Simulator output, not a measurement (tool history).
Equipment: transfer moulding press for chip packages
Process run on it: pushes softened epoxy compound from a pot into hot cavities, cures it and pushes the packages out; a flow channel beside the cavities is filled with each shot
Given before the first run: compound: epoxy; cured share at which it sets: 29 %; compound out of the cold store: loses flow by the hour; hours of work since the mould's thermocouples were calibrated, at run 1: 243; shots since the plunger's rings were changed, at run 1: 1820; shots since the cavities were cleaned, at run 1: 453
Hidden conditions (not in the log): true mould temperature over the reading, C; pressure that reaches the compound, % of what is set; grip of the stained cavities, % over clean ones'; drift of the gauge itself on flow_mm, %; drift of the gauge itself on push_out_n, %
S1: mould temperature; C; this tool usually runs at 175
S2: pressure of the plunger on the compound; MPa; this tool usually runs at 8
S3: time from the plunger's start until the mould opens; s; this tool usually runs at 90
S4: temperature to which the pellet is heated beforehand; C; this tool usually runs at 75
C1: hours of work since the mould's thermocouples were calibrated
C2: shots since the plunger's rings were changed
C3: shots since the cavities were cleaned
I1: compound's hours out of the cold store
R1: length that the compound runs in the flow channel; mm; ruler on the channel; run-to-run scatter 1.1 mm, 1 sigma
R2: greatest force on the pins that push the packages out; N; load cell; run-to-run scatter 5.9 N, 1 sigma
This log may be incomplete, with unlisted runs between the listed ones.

{"run": 1, "day": 0.0, "S1": 175, "S2": 8, "S3": 90, "S4": 75, "C1": 243, "C2": 1820, "C3": 453, "I1": 45.5, "R1": 763, "R2": 211}
{"run": 2, "day": 0.808, "S1": 175, "S2": 8, "S3": 90, "S4": 75, "C1": 258, "C2": 2082, "C3": 715, "I1": 45.1, "R1": 767, "R2": 205}
{"day": 1.083, "done": "cavities cleaned with cleaning compound and waxed"}
{"run": 3, "day": 1.354, "S1": 175, "S2": 8, "S3": 90, "S4": 75, "C1": 266, "C2": 2237, "C3": 87, "I1": 46.1, "R1": 759, "R2": 213}
{"run": 4, "day": 2.096, "S1": 175, "S2": 8, "S3": 90, "S4": 75, "C1": 280, "C2": 2477, "C3": 327, "I1": 42.2, "R1": 777, "R2": 211}
{"run": 5, "day": 2.721, "S1": 175, "S2": 8, "S3": 90, "S4": 75, "C1": 291, "C2": 2680, "C3": 530, "I1": 25.4, "R1": 859, "R2": 222}
{"run": 6, "day": 3.333, "S1": 175, "S2": 6.01, "S3": 90, "S4": 75, "C1": 302, "C2": 2877, "C3": 727, "I1": 24, "R1": 751, "R2": 224}
{"day": 3.571, "done": "cavities cleaned with cleaning compound and waxed"}
{"run": 7, "day": 4.1, "S1": 175, "S2": 6.01, "S3": 90, "S4": 75, "C1": 315, "C2": 3105, "C3": 170, "I1": 14.9, "R1": 794, "R2": 222}
{"day": 4.65, "done": "mould's thermocouples calibrated"}
{"run": 8, "day": 5.188, "S1": 175, "S2": 8, "S3": 90, "S4": 75, "C1": 10, "C2": 3430, "C3": 495, "I1": 39.9, "R1": 788, "R2": 219}
{"run": 9, "day": 5.917, "S1": 175, "S2": 8, "S3": 90, "S4": 75, "C1": 23, "C2": 3666, "C3": 731, "I1": 45.6, "R1": 761, "R2": 209}
{"day": 6.192, "done": "cavities cleaned with cleaning compound and waxed"}
{"run": 10, "day": 6.954, "S1": 175, "S2": 8, "S3": 90, "S4": 75, "C1": 40, "C2": 3981, "C3": 246, "I1": 12.3, "R1": 927, "R2": 228}
{"day": 7.179, "done": "plunger's sealing rings changed"}
{"run": 11, "day": 7.754, "S1": 175, "S2": 8, "S3": 90, "S4": 75, "C1": 53, "C2": 186, "C3": 471, "I1": 31.7, "R1": 827, "R2": 214}
{"run": 12, "day": 8.312, "S1": 175, "S2": 8, "S3": 90, "S4": 75, "C1": 63, "C2": 367, "C3": 652, "I1": 45.6, "R1": 762, "R2": 213}
{"day": 8.775, "done": "cavities cleaned with cleaning compound and waxed"}
{"run": 13, "day": 9.379, "S1": 175, "S2": 8, "S3": 90, "S4": 75, "C1": 81, "C2": 692, "C3": 196, "I1": 35, "R1": 812, "R2": 218}
{"run": 14, "day": 10.3, "S1": 175, "S2": 8, "S3": 90, "S4": 75, "C1": 98, "C2": 988, "C3": 492, "I1": 39.8, "R1": 788, "R2": 225}
{"run": 15, "day": 10.862, "S1": 172, "S2": 7.07, "S3": 90, "S4": 71, "C1": 108, "C2": 1170, "C3": 674, "I1": 31.7, "R1": 787, "R2": 267}
{"day": 11.258, "done": "cavities cleaned with cleaning compound and waxed"}
{"run": 16, "day": 11.733, "S1": 169, "S2": 8.84, "S3": 85, "S4": 72, "C1": 122, "C2": 1432, "C3": 154, "I1": 20.5, "R1": 955, "R2": 407}
{"run": 17, "day": 12.392, "S1": 175, "S2": 8.69, "S3": 90, "S4": 71, "C1": 134, "C2": 1644, "C3": 366, "I1": 37.4, "R1": 833, "R2": 221}
{"run": 18, "day": 13.296, "S1": 179, "S2": 7.12, "S3": 107, "S4": 76, "C1": 151, "C2": 1938, "C3": 660, "I1": 27.7, "R1": 788, "R2": 170}
{"day": 13.804, "done": "cavities cleaned with cleaning compound and waxed"}
{"run": 19, "day": 14.046, "S1": 170, "S2": 7.82, "S3": 108, "S4": 78, "C1": 163, "C2": 2159, "C3": 78, "I1": 25.8, "R1": 864, "R2": 210}
{"run": 20, "day": 14.796, "S1": 175, "S2": 7.79, "S3": 90, "S4": 70, "C1": 177, "C2": 2402, "C3": 321, "I1": 24.5, "R1": 854, "R2": 216}
{"run": 21, "day": 15.533, "S1": 175, "S2": 8.47, "S3": 90, "S4": 68, "C1": 190, "C2": 2640, "C3": 559, "I1": 45.5, "R1": 783, "R2": 224}
{"run": 22, "day": 16.154, "S1": 175, "S2": 8.98, "S3": 90, "S4": 77, "C1": 201, "C2": 2840, "C3": 759, "I1": 22.9, "R1": 924, "R2": 223}
{"day": 16.354, "done": "cavities cleaned with cleaning compound and waxed"}
{"run": 23, "day": 16.779, "S1": 169, "S2": 6.06, "S3": 90, "S4": 80, "C1": 211, "C2": 3023, "C3": 137, "I1": 42, "R1": 695, "R2": 311}
{"run": 24, "day": 17.475, "S1": 175, "S2": 9.08, "S3": 89, "S4": 73, "C1": 224, "C2": 3248, "C3": 362, "I1": 47.7, "R1": 800, "R2": 221}
{"run": 25, "day": 18.2, "S1": 175, "S2": 6.19, "S3": 89, "S4": 79, "C1": 237, "C2": 3483, "C3": 597, "I1": 19, "R1": 787, "R2": 229}
{"day": 18.838, "done": "cavities cleaned with cleaning compound and waxed"}
{"run": 26, "day": 19.292, "S1": 175, "S2": 6.19, "S3": 89, "S4": 79, "C1": 255, "C2": 3815, "C3": 147, "I1": 13, "R1": 814, "R2": 223}
{"day": 20.054, "done": "plunger's sealing rings changed"}
{"run": 27, "day": 20.367, "S1": 175, "S2": 6.46, "S3": 106, "S4": 79, "C1": 273, "C2": 102, "C3": 461, "I1": 43.9, "R1": 689, "R2": 179}
{"run": 28, "day": 21.104, "S1": 175, "S2": 6.46, "S3": 106, "S4": 79, "C1": 286, "C2": 340, "C3": 699, "I1": 28, "R1": 760, "R2": 179}

Entry by entry between the runs, the difference in hidden state between the last listed run before and the first listed run after:
In the gap between runs 2 and 3: cavities cleaned with cleaning compound and waxed (day 1.083)
  grip of the stained cavities, % over clean ones': 1 -> 0.2
In the gap between runs 6 and 7: cavities cleaned with cleaning compound and waxed (day 3.571)
  grip of the stained cavities, % over clean ones': 1 -> 0.4
In the gap between runs 7 and 8: mould's thermocouples calibrated (day 4.65)
  pressure that reaches the compound, % of what is set: 99.93 -> 99.92; grip of the stained cavities, % over clean ones': 0.4 -> 0.8
In the gap between runs 9 and 10: cavities cleaned with cleaning compound and waxed (day 6.192)
  grip of the stained cavities, % over clean ones': 1 -> 0.5
In the gap between runs 10 and 11: plunger's sealing rings changed (day 7.179)
  pressure that reaches the compound, % of what is set: 99.91 -> 100; grip of the stained cavities, % over clean ones': 0.5 -> 0.8
In the gap between runs 12 and 13: cavities cleaned with cleaning compound and waxed (day 8.775)
  pressure that reaches the compound, % of what is set: 99.99 -> 99.98; grip of the stained cavities, % over clean ones': 0.9 -> 0.4
In the gap between runs 15 and 16: cavities cleaned with cleaning compound and waxed (day 11.258)
  grip of the stained cavities, % over clean ones': 0.9 -> 0.3
In the gap between runs 18 and 19: cavities cleaned with cleaning compound and waxed (day 13.804)
  pressure that reaches the compound, % of what is set: 99.96 -> 99.95; grip of the stained cavities, % over clean ones': 0.9 -> 0.2
In the gap between runs 22 and 23: cavities cleaned with cleaning compound and waxed (day 16.354)
  pressure that reaches the compound, % of what is set: 99.94 -> 99.93; grip of the stained cavities, % over clean ones': 1 -> 0.3
In the gap between runs 25 and 26: cavities cleaned with cleaning compound and waxed (day 18.838)
  grip of the stained cavities, % over clean ones': 0.9 -> 0.4
In the gap between runs 26 and 27: plunger's sealing rings changed (day 20.054)
  pressure that reaches the compound, % of what is set: 99.92 -> 99.99; grip of the stained cavities, % over clean ones': 0.4 -> 0.8
